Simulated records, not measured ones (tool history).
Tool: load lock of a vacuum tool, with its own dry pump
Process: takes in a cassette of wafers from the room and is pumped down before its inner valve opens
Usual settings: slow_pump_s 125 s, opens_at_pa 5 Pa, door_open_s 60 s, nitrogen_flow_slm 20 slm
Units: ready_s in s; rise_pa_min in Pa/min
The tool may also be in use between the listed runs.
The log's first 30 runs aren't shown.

run	hour	slow_pump_s	opens_at_pa	door_open_s	nitrogen_flow_slm	incoming humidity of the room's air, %	ready_s	rise_pa_min
31	13955.8	125	8	60	22	39.7	208.0	0.382
32	14451.0	125	8	60	22	49.0	206.1	0.424
33	14720.5	64	6	32	13	44.4	161.4	0.436
34	15267.0	93	5	38	38	46.3	189.2	0.469
35	15756.6	125	5	34	20	43.6	214.9	0.516
36	16107.2	141	4	87	20	42.6	229.5	0.553
37	16391.7	212	9	32	45	45.3	276.1	0.554
38	16913.5	125	6	235	20	45.2	212.9	0.657

3 ways to go on from here, each from the tool as it stands after run 38. What would each give?
# hour 16946.7: door's seal changed, seat wiped
A	17519.6	125	5	75	20	44.8	?	?
# hour 16946.7: door's seal changed, seat wiped
B	17519.6	95	5	60	20	41.0	?	?
# hour 16946.7: door's seal changed, seat wiped
C	17519.6	66	9	56	20	46.0	?	?

run	ready_s	rise_pa_min
A	216.3	0.046
B	193.7	0.037
C	164.0	0.041
Without the tool's hidden state the same runs would have given:
run	ready_s	rise_pa_min
A	207.2	0.036
B	183.9	0.027
C	154.5	0.032
